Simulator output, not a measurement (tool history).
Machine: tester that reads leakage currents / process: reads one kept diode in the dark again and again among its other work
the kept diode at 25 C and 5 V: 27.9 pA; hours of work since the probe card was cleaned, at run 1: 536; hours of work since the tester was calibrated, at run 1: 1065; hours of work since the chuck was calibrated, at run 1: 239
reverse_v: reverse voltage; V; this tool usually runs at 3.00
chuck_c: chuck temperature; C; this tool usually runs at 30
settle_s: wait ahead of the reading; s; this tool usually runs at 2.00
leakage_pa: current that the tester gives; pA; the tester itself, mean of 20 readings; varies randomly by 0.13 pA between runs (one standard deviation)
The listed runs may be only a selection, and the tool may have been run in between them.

run      day  reverse_v  chuck_c  settle_s  hours of work since the probe card was cleaned  hours of work since the tester was calibrated  hours of work since the chuck was calibrated  leakage_pa
  1    0.000       3.00       30      2.00                                             536                                           1065                                           239       41.87
  2    4.292       3.00       30      2.00                                             598                                           1127                                           301       42.21
  3    6.392       3.00       30      2.00                                             629                                           1157                                           331       42.59
  4    9.400       3.00       30      2.00                                             672                                           1201                                           375       42.88
  5   12.996       3.00       30      2.00                                             724                                           1253                                           427       43.36
  6   16.125       3.00       30      2.00                                             769                                           1298                                           472       43.65
  7   19.000       3.00       57      2.00                                             811                                           1340                                           513      380.00
  8   21.183       3.00       30      2.00                                             842                                           1371                                           545       44.04
  9   24.212       3.00       38      2.00                                             886                                           1415                                           589       84.45
 10   28.283       3.00       38      2.00                                             945                                           1474                                           648       85.65
 11   30.338       3.00       38      2.00                                             975                                           1503                                           677       86.00
      30.654  -- probe card cleaned and baked
 12   32.796       3.00       30      2.00                                              31                                           1537                                           711       47.82
 13   36.908       3.00       30      0.31                                              90                                           1596                                           770       48.69
 14   39.762       3.00       31      0.31                                             132                                           1638                                           812       52.79
 15   43.975       3.00       20      2.00                                             192                                           1699                                           872       24.59
      44.908  -- probe card cleaned and baked, once more
 16   45.962       3.00       20      2.00                                              15                                           1726                                           899       15.55
 17   49.217       3.00       30      2.00                                              62                                           1773                                           946       40.13
 18   51.362       3.00       30      2.00                                              93                                           1804                                           977       40.31
 19   55.246       3.00       30      2.00                                             149                                           1860                                          1034       40.69
      55.738  -- chuck's temperature calibrated
 20   58.192       3.00       30      2.00                                             191                                           1901                                            35       39.23
 21   62.117       3.00       30      2.00                                             247                                           1958                                            92       39.74
 22   65.392       3.00       30      2.00                                             295                                           2005                                           139       40.20
 23   68.842       4.30       30      2.00                                             345                                           2055                                           189       46.26
 24   71.712       4.25       30      0.41                                             386                                           2096                                           231       46.94
 25   73.950      10.84       29      0.37                                             418                                           2129                                           263       63.33
 26   76.571       1.45       41      0.37                                             456                                           2167                                           301       83.05
 27   79.158       1.45       41      0.37                                             494                                           2204                                           338       83.34
 28   81.438       3.30       41      0.37                                             527                                           2237                                           371      109.52
 29   85.067       2.80       28      0.37                                             579                                           2289                                           424       35.15
 30   87.754       2.80       24      2.28                                             618                                           2328                                           463       25.14
 31   90.112       7.79       22      0.48                                             652                                           2362                                           497       35.60
 32   92.096       7.79       21      7.87                                             681                                           2391                                           525       32.56
 33   94.088       1.08       30      0.35                                             709                                           2420                                           554       30.35
 34   97.304       5.61       21      0.47                                             756                                           2466                                           601       29.47
 35  100.779       1.84       21      1.08                                             806                                           2516                                           651       17.42
 36  103.404       1.84       21      1.08                                             844                                           2554                                           689       17.49
 37  107.275       2.19       46      0.71                                             900                                           2610                                           745      146.57
 38  111.025       2.19       46      0.71                                             954                                           2664                                           799      147.90
 39  112.842       9.67       51      0.39                                             980                                           2691                                           825      359.40

Selected run-to-run steps in leakage_pa, each split into two signed amounts: the part the tool would show with no hidden state at all (from settings, incoming material and random variation), and the remainder, which goes to the hidden state together with any gauge scatter not common to the measured and the hidden-state-free results:
The tool's hidden condition here consists of: stray current of the dirty probe card, pA a volt; current scale over the true one, %; true chuck temperature over the reading, C; drift of the gauge itself on leakage_pa, %.
Run 6 -> 7: chuck_c 30 -> 57. leakage_pa +336.35 pA: hidden state +5.17, all else +331.18.
Run 7 -> 8: chuck_c 57 -> 30. leakage_pa -335.96 pA: hidden state -4.67, all else -331.29.
Run 15 -> 16: probe card cleaned and baked, once more. leakage_pa -9.04 pA: hidden state -8.95, all else -0.09.
Run 32 -> 33: reverse_v 7.79 -> 1.08, chuck_c 21 -> 30, settle_s 7.87 -> 0.35. leakage_pa -2.21 pA: hidden state -8.54, all else +6.33.
Run 38 -> 39: reverse_v 2.19 -> 9.67, chuck_c 46 -> 51, settle_s 0.71 -> 0.39. leakage_pa +211.50 pA: hidden state +18.98, all else +192.52.

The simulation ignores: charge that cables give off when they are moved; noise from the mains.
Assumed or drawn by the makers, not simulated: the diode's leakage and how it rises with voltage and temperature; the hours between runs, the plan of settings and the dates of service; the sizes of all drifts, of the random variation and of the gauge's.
